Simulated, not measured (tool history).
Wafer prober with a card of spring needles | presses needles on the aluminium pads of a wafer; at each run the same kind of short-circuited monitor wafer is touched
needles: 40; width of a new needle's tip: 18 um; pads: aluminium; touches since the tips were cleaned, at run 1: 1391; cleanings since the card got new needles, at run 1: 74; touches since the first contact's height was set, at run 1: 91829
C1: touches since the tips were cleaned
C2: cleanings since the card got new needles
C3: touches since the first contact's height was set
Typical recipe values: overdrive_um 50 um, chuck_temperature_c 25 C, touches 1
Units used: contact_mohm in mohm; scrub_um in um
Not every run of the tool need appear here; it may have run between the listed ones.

Run 1, hour 0.0: usual settings; C1 1391; C2 74; C3 91829. Result: contact_mohm 155 mohm, scrub_um 6.69 um.
At hour 20.4: tips cleaned on abrasive film.
At hour 20.7: height of the first contact set anew.
Run 2, hour 31.8: usual settings; C1 1945; C2 75; C3 1945. Result: contact_mohm 168 mohm, scrub_um 6.95 um.
At hour 46.7: tips cleaned on abrasive film.
At hour 73.5: tips cleaned on abrasive film.
Run 3, hour 77.2: usual settings; C1 647; C2 77; C3 9853. Result: contact_mohm 129 mohm, scrub_um 6.93 um.
At hour 103.0: tips cleaned on abrasive film.
Run 4, hour 117.1: usual settings; C1 2482; C2 78; C3 16824. Result: contact_mohm 176 mohm, scrub_um 6.90 um.
At hour 131.2: tips cleaned on abrasive film.
At hour 157.6: tips cleaned on abrasive film.
Run 5, hour 166.2: usual settings but chuck_temperature_c 57 C; C1 1490; C2 80; C3 25363. Result: contact_mohm 165 mohm, scrub_um 6.89 um.
At hour 187.1: tips cleaned on abrasive film.
Run 6, hour 211.9: usual settings but overdrive_um 31 um, chuck_temperature_c 57 C; C1 4334; C2 81; C3 33343. Result: contact_mohm 385 mohm, scrub_um 4.22 um.
At hour 214.7: tips cleaned on abrasive film.
At hour 242.3: tips cleaned on abrasive film.
Run 7, hour 256.3: usual settings; C1 2447; C2 83; C3 41084. Result: contact_mohm 187 mohm, scrub_um 6.81 um.
At hour 271.3: tips cleaned on abrasive film.
Run 8, hour 281.7: usual settings; C1 1824; C2 84; C3 45514. Result: contact_mohm 173 mohm, scrub_um 6.79 um.
At hour 299.2: tips cleaned on abrasive film.
At hour 324.9: tips cleaned on abrasive film.
Run 9, hour 339.1: usual settings but chuck_temperature_c 116 C; C1 2478; C2 86; C3 55516. Result: contact_mohm 190 mohm, scrub_um 6.81 um.
At hour 354.8: tips cleaned on abrasive film.
At hour 382.2: tips cleaned on abrasive film.
Run 10, hour 390.3: usual settings but overdrive_um 31 um, chuck_temperature_c 86 C; C1 1413; C2 88; C3 64436. Result: contact_mohm 264 mohm, scrub_um 4.07 um.
At hour 407.7: tips cleaned on abrasive film.
Run 11, hour 419.5: usual settings but overdrive_um 45 um, chuck_temperature_c 86 C; C1 2060; C2 89; C3 69523. Result: contact_mohm 203 mohm, scrub_um 6.00 um.
At hour 436.0: tips cleaned on abrasive film.
Run 12, hour 455.9: usual settings but overdrive_um 70 um; C1 3496; C2 90; C3 75883. Result: contact_mohm 157 mohm, scrub_um 9.49 um.
At hour 465.8: tips cleaned on abrasive film.
At hour 491.7: tips cleaned on abrasive film.
Run 13, hour 501.7: usual settings but overdrive_um 70 um, chuck_temperature_c 113 C; C1 1747; C2 92; C3 83852. Result: contact_mohm 143 mohm, scrub_um 9.46 um.
At hour 518.3: tips cleaned on abrasive film.
Run 14, hour 538.2: usual settings but chuck_temperature_c 69 C; C1 3483; C2 93; C3 90216. Result: contact_mohm 213 mohm, scrub_um 6.61 um.
At hour 545.7: tips cleaned on abrasive film.
At hour 569.1: height of the first contact set anew.
At hour 573.5: tips cleaned on abrasive film.
Run 15, hour 574.4: usual settings but overdrive_um 53 um, chuck_temperature_c 45 C; C1 158; C2 95; C3 909. Result: contact_mohm 124 mohm, scrub_um 7.38 um.
At hour 599.3: tips cleaned on abrasive film.
Run 16, hour 612.2: usual settings but overdrive_um 37 um, chuck_temperature_c 40 C; C1 2269; C2 96; C3 7508. Result: contact_mohm 243 mohm, scrub_um 5.12 um.

Predict each of these 4 candidate next runs independently; none follows another, all start after run 16:
At hour 624.6: tips cleaned on abrasive film.
At hour 653.3: tips cleaned on abrasive film.
Run A, hour 668.9: usual settings but chuck_temperature_c 94 C, touches 2; C1 2729; C2 98; C3 17375. Result: contact_mohm ?, scrub_um ?.
At hour 624.6: tips cleaned on abrasive film.
At hour 653.3: tips cleaned on abrasive film.
Run B, hour 668.9: usual settings but overdrive_um 37 um, chuck_temperature_c 40 C, touches 2; C1 2729; C2 98; C3 17375. Result: contact_mohm ?, scrub_um ?.
At hour 624.6: tips cleaned on abrasive film.
At hour 653.3: tips cleaned on abrasive film.
Run C, hour 668.9: usual settings but overdrive_um 37 um, chuck_temperature_c 51 C; C1 2729; C2 98; C3 17375. Result: contact_mohm ?, scrub_um ?.
At hour 624.6: tips cleaned on abrasive film.
At hour 653.3: tips cleaned on abrasive film.
Run D, hour 668.9: usual settings but overdrive_um 32 um, chuck_temperature_c 85 C; C1 2729; C2 98; C3 17375. Result: contact_mohm ?, scrub_um ?.

run  contact_mohm  scrub_um
  A           166      6.89
  B           209      5.12
  C           273      5.11
  D           325      4.37
The same runs, with their run-to-run variation unchanged, on a tool lacking any hidden condition would have given:
run  contact_mohm  scrub_um
  A           111      6.96
  B           106      5.19
  C           106      5.18
  D           114      4.44

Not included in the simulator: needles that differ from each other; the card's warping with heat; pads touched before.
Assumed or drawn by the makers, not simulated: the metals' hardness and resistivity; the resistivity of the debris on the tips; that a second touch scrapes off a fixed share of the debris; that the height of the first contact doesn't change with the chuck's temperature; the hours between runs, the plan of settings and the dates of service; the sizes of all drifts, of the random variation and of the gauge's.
